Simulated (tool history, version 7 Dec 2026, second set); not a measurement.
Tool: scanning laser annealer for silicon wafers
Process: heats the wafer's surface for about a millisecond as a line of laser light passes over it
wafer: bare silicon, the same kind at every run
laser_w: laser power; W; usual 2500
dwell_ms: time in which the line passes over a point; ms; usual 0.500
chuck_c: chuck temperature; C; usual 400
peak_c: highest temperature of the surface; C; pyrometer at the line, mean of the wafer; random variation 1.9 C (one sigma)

run 1 hour=0.0 | laser_w=2500 dwell_ms=0.500 chuck_c=400 | peak_c=1200
run 2 hour=76.2 | laser_w=2500 dwell_ms=0.500 chuck_c=400 | peak_c=1199
run 3 hour=144.5 | laser_w=2500 dwell_ms=0.500 chuck_c=400 | peak_c=1199
run 4 hour=212.8 | laser_w=2500 dwell_ms=0.500 chuck_c=400 | peak_c=1198
run 5 hour=287.6 | laser_w=2500 dwell_ms=0.500 chuck_c=400 | peak_c=1213
run 6 hour=335.5 | laser_w=2730 dwell_ms=0.506 chuck_c=408 | peak_c=1297
run 7 hour=431.5 | laser_w=2730 dwell_ms=0.506 chuck_c=408 | peak_c=1297
run 8 hour=481.1 | laser_w=2366 dwell_ms=0.506 chuck_c=433 | peak_c=1207
run 9 hour=530.1 | laser_w=2359 dwell_ms=0.601 chuck_c=394 | peak_c=1243
run 10 hour=596.0 | laser_w=2359 dwell_ms=0.410 chuck_c=394 | peak_c=1071

Taken out of this log: 2 entries between the listed runs. Where each belongs, and how the hidden state differs across it:
Between runs 2 and 3: optics aligned, line set to its width (hour 132.2)
  light that passes the window, % of a clean one's: 98.08 -> 97.9; laser's true power over the reading, %: -1.3 -> -1.32; width of the line over the set one, %: 1.7 -> 0.06
  measured less the result without the state, peak_c: -31 -> -27 C
Between runs 4 and 5: window over the wafer cleaned (hour 283.2)
  light that passes the window, % of a clean one's: 97.7 -> 99.95; laser's true power over the reading, %: -1.34 -> -1.37; width of the line over the set one, %: 0.14 -> 0.23
  measured less the result without the state, peak_c: -29 -> -12 C

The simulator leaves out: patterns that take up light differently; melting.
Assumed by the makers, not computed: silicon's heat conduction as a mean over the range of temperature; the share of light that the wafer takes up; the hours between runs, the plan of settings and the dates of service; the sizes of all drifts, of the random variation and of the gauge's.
